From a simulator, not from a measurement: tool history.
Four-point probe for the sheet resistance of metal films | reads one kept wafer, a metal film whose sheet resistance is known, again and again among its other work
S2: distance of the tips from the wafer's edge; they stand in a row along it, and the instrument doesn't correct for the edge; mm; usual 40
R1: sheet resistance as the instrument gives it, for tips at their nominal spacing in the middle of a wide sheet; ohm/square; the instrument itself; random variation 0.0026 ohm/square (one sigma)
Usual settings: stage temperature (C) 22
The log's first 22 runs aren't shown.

{"run": 23, "hour": 257.0, "stage temperature (C)": 28, "S2": 44, "R1": 13.16401}
{"run": 24, "hour": 267.9, "stage temperature (C)": 19, "S2": 6, "R1": 13.182367}
{"run": 25, "hour": 283.7, "stage temperature (C)": 33, "S2": 18, "R1": 13.212347}
{"run": 26, "hour": 292.9, "stage temperature (C)": 22, "S2": 37, "R1": 13.123184}
{"run": 27, "hour": 306.9, "stage temperature (C)": 35, "S2": 6, "R1": 13.291394}
{"run": 28, "hour": 315.2, "stage temperature (C)": 29, "S2": 6, "R1": 13.252166}
{"run": 29, "hour": 325.3, "stage temperature (C)": 29, "S2": 8, "R1": 13.215585}
{"run": 30, "hour": 335.1, "stage temperature (C)": 32, "S2": 40, "R1": 13.191253}
{"run": 31, "hour": 345.7, "stage temperature (C)": 32, "S2": 40, "R1": 13.193724}
{"run": 32, "hour": 361.2, "stage temperature (C)": 25, "S2": 13, "R1": 13.159059}
{"run": 33, "hour": 369.8, "stage temperature (C)": 27, "S2": 15, "R1": 13.167362}
{"run": 34, "hour": 386.1, "stage temperature (C)": 27, "S2": 15, "R1": 13.163425}
{"run": 35, "hour": 400.4, "stage temperature (C)": 27, "S2": 15, "R1": 13.171322}

Forecast each of these 5 alternatives for the next run:
{"run": "A", "hour": 410.5, "stage temperature (C)": 27, "S2": 11, "R1": "?"}
{"run": "B", "hour": 410.5, "stage temperature (C)": 31, "S2": 73, "R1": "?"}
{"run": "C", "hour": 410.5, "stage temperature (C)": 26, "S2": 29, "R1": "?"}
{"run": "D", "hour": 410.5, "stage temperature (C)": 20, "S2": 8, "R1": "?"}
{"run": "E", "hour": 410.5, "stage temperature (C)": 18, "S2": 4, "R1": "?"}

run=A R1=13.177866
run=B R1=13.186913
run=C R1=13.154705
run=D R1=13.148765
run=E R1=13.268161
Without the tool's hidden state the same runs would have given:
run=A R1=13.19155
run=B R1=13.200419
run=C R1=13.168413
run=D R1=13.162759
run=E R1=13.282383
